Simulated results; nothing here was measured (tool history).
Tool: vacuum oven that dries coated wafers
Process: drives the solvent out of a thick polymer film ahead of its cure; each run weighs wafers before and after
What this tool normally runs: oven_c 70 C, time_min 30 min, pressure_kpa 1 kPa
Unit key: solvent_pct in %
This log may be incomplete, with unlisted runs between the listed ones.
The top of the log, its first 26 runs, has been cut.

run,day,oven_c,time_min,pressure_kpa,hours of work since the thermocouples were calibrated,hours of work since the vacuum gauge was cleaned of residue,solvent_pct
27,9.179,70,19,1.02,142,136,3.39
28,9.558,55,25,0.72,146,140,9.78
29,9.992,55,25,0.72,150,144,9.57
30,10.362,70,30,1.46,154,147,1.64
31,10.562,70,30,1.46,156,149,1.54
32,10.812,77,15,0.56,158,152,1.7
33,11.025,62,22,0.74,160,154,6.55
34,11.246,62,22,0.74,162,156,6.64
35,11.533,65,30,3.29,165,159,4.28
36,11.946,61,36,1,169,163,4.03
37,12.442,61,36,1,174,168,3.99
38,12.9,63,30,1,179,172,4
39,13.312,75,23,2.48,183,176,1.66
40,13.7,55,30,1,186,180,8.79
41,13.954,55,30,1,189,182,8.71
42,14.25,68,24,0.59,192,185,2.79
43,14.558,68,40,1.78,195,188,1.47
44,14.788,74,50,3.23,197,190,1.29
45,15.2,60,32,1,201,194,5.27
46,15.654,69,20,1,205,199,3.65
47,15.908,69,20,1,208,201,3.56

Forecast each of these 3 alternatives for the next run:
A,16.171,66,17,1,210,204,?
B,16.171,63,17,2.06,210,204,?
C,16.171,75,51,0.8,210,204,?

run,solvent_pct
A,6.16
B,8.57
C,0.26
Had the tool no hidden state, the same runs would have come out as:
run,solvent_pct
A,6
B,8.39
C,0.23

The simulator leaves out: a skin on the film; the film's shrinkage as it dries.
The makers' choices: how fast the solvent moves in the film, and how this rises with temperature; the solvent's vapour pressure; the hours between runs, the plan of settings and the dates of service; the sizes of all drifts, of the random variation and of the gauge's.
